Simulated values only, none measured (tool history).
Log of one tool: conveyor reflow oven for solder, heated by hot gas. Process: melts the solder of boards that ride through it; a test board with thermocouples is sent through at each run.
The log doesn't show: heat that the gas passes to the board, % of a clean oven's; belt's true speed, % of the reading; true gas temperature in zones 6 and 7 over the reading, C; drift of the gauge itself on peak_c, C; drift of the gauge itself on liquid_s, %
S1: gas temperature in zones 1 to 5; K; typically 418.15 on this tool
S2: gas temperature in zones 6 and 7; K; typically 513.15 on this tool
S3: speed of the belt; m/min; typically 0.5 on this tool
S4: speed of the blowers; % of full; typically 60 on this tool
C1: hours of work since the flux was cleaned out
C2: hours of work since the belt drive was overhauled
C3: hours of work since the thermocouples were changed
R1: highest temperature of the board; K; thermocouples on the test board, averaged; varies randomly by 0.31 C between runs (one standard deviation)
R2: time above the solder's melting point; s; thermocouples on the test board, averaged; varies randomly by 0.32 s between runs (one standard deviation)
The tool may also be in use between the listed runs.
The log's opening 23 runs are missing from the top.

run,hour,S1,S2,S3,S4,C1,C2,C3,R1,R2
24,1234.2,418.15,521.15,0.432,65,232,245,180,504.75,100.5
25,1291.2,415.15,526.15,0.517,64,275,288,223,500.95,79.7
26,1325.6,406.15,503.15,0.549,59,300,314,249,476.85,45.6
27,1386.5,413.15,513.15,0.409,53,346,359,294,494.25,94.8
28,1427,413.15,513.15,0.409,53,376,390,325,494.25,94.1
29,1458.3,417.15,521.15,0.525,60,400,413,348,494.15,74.2
30,1495.5,417.15,521.15,0.525,84,428,441,376,499.65,79.1
# hour 1558.7: flux residue cleaned out of gas plates and filters
31,1564.1,418.15,524.15,0.5,60,4,489,423,502.55,85.1

Predict each of these 3 candidate next runs independently; none follows another, all start after run 31:
A,1600.5,418.15,524.15,0.45,51,31,516,451,?,?
B,1600.5,427.15,524.15,0.5,60,31,516,451,?,?
C,1600.5,429.15,514.15,0.433,60,31,516,451,?,?

run,R1,R2
A,503.05,95.6
B,504.35,90.3
C,499.95,103.8
With the hidden condition removed and each run's random variation left untouched, the same runs would have given:
run,R1,R2
A,504.25,95.3
B,505.55,90
C,501.25,103.4

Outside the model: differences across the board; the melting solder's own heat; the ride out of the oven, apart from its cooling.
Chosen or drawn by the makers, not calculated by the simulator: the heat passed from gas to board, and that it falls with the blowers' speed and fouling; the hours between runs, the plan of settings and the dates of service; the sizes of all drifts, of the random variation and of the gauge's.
